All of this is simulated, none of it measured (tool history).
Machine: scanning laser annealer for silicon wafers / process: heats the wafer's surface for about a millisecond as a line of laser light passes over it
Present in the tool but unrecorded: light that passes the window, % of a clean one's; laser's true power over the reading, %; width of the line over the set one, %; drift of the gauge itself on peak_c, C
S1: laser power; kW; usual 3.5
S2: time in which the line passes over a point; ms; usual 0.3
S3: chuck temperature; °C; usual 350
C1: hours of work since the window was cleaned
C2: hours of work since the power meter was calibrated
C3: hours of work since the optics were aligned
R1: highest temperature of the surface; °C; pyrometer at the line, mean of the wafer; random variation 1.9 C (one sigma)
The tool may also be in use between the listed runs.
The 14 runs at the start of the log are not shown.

run,hour,S1,S2,S3,C1,C2,C3,R1
15,121.9,3.5,0.3,350,62,277,626,1086
16,130.2,3.5,0.3,350,66,280,630,1090
17,135.9,3.5,0.3,350,69,283,633,1086
18,142.8,3.204,0.244,372,72,286,636,981
19,149.5,3.32,0.228,349,75,289,639,958
20,154.6,3.697,0.253,320,77,291,641,1038
21,165.3,3.697,0.253,320,82,296,646,1036
22,177.8,3.697,0.253,320,88,302,651,1035
23,187,3.458,0.327,320,92,306,656,1082
24,196.8,3.309,0.311,329,96,311,660,1039
25,203.3,3.309,0.311,329,99,313,663,1038
26,215.2,3.309,0.311,329,105,319,668,1037
27,224.9,3.381,0.305,348,109,323,673,1063
28,231.5,3.5,0.266,378,112,326,676,1070
29,239.2,3.5,0.301,378,115,330,679,1119
30,251.7,3.5,0.31,379,121,335,685,1125
31,263.1,3.5,0.31,379,126,340,690,1130

Here are 3 independent what-if runs from the current tool condition. What would each one return?
A,269.8,3.5,0.243,379,129,343,693,?
B,269.8,3.84,0.277,361,129,343,693,?
C,269.8,3.233,0.228,335,129,343,693,?

run,R1
A,1041
B,1138
C,928
Stripped of hidden state, with their random variation kept, the same runs would have yielded:
run,R1
A,1050
B,1148
C,937
